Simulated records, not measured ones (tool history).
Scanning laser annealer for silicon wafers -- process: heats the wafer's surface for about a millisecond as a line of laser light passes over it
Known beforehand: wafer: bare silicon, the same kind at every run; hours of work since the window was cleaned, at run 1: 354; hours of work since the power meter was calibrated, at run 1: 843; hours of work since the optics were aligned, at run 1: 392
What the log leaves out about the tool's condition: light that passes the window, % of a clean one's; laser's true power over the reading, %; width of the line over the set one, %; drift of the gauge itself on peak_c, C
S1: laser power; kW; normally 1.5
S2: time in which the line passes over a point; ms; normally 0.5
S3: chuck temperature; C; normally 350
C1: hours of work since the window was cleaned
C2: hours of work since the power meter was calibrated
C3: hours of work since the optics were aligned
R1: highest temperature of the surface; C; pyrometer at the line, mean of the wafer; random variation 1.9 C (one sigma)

run 1 hour=0 | S1=1.5 S2=0.5 S3=350 | C1=354 C2=843 C3=392 | R1=1154
run 2 hour=26.7 | S1=1.5 S2=0.5 S3=350 | C1=367 C2=856 C3=405 | R1=1155
run 3 hour=76.9 | S1=1.5 S2=0.5 S3=350 | C1=392 C2=880 C3=429 | R1=1155
run 4 hour=137.3 | S1=1.5 S2=0.5 S3=358 | C1=421 C2=910 C3=459 | R1=1159
run 5 hour=196.2 | S1=1.5 S2=0.5 S3=358 | C1=450 C2=939 C3=488 | R1=1160
run 6 hour=254.7 | S1=1.481 S2=0.5 S3=358 | C1=479 C2=967 C3=516 | R1=1148
run 7 hour=290 | S1=1.481 S2=0.5 S3=358 | C1=496 C2=985 C3=534 | R1=1144
run 8 hour=319.2 | S1=1.481 S2=0.5 S3=358 | C1=510 C2=999 C3=548 | R1=1146
run 9 hour=385.1 | S1=1.481 S2=0.5 S3=358 | C1=542 C2=1031 C3=580 | R1=1148
run 10 hour=421.1 | S1=1.5 S2=0.5 S3=362 | C1=560 C2=1049 C3=598 | R1=1159
run 11 hour=448.4 | S1=1.5 S2=0.5 S3=362 | C1=573 C2=1062 C3=611 | R1=1159
run 12 hour=484.9 | S1=1.5 S2=0.5 S3=362 | C1=591 C2=1080 C3=629 | R1=1158
run 13 hour=540.5 | S1=1.5 S2=0.601 S3=350 | C1=618 C2=1107 C3=656 | R1=1218
run 14 hour=570.8 | S1=1.573 S2=0.5 S3=350 | C1=633 C2=1122 C3=671 | R1=1182
run 15 hour=618.8 | S1=1.573 S2=0.419 S3=350 | C1=657 C2=1145 C3=694 | R1=1115
run 16 hour=679.6 | S1=1.573 S2=0.419 S3=350 | C1=686 C2=1175 C3=724 | R1=1110
run 17 hour=732 | S1=1.573 S2=0.419 S3=350 | C1=712 C2=1201 C3=750 | R1=1109
run 18 hour=795.6 | S1=1.5 S2=0.418 S3=357 | C1=743 C2=1232 C3=781 | R1=1078
run 19 hour=838.6 | S1=1.627 S2=0.464 S3=350 | C1=764 C2=1253 C3=802 | R1=1172
run 20 hour=876.1 | S1=1.627 S2=0.464 S3=350 | C1=782 C2=1271 C3=820 | R1=1171
run 21 hour=929.3 | S1=1.627 S2=0.464 S3=324 | C1=809 C2=1297 C3=846 | R1=1145
run 22 hour=957.5 | S1=1.627 S2=0.464 S3=324 | C1=822 C2=1311 C3=860 | R1=1141
run 23 hour=987.3 | S1=1.387 S2=0.409 S3=386 | C1=837 C2=1326 C3=875 | R1=1047
run 24 hour=1021.1 | S1=1.5 S2=0.481 S3=373 | C1=853 C2=1342 C3=891 | R1=1142
run 25 hour=1059.7 | S1=1.312 S2=0.399 S3=352 | C1=872 C2=1361 C3=910 | R1=972
run 26 hour=1117.9 | S1=1.312 S2=0.399 S3=352 | C1=901 C2=1390 C3=939 | R1=974
run 27 hour=1173.9 | S1=1.452 S2=0.462 S3=365 | C1=928 C2=1417 C3=966 | R1=1094
run 28 hour=1225.7 | S1=1.5 S2=0.448 S3=350 | C1=953 C2=1442 C3=991 | R1=1091

Consider 3 possible next runs. They are alternatives, not a sequence: every one starts from the tool as it was left by run 28. What does each give?
-- hour=1253.6 window over the wafer cleaned
run A hour=1291 | S1=1.419 S2=0.511 S3=323 | C1=18 C2=1473 C3=1022 | R1=?
-- hour=1253.6 window over the wafer cleaned
run B hour=1291 | S1=1.364 S2=0.495 S3=336 | C1=18 C2=1473 C3=1022 | R1=?
-- hour=1253.6 window over the wafer cleaned
run C hour=1291 | S1=1.338 S2=0.5 S3=350 | C1=18 C2=1473 C3=1022 | R1=?

run=A R1=1110
run=B R1=1084
run=C R1=1087
Take away the tool's hidden state, keep each run's random variation, and the runs would have read:
run=A R1=1106
run=B R1=1080
run=C R1=1083

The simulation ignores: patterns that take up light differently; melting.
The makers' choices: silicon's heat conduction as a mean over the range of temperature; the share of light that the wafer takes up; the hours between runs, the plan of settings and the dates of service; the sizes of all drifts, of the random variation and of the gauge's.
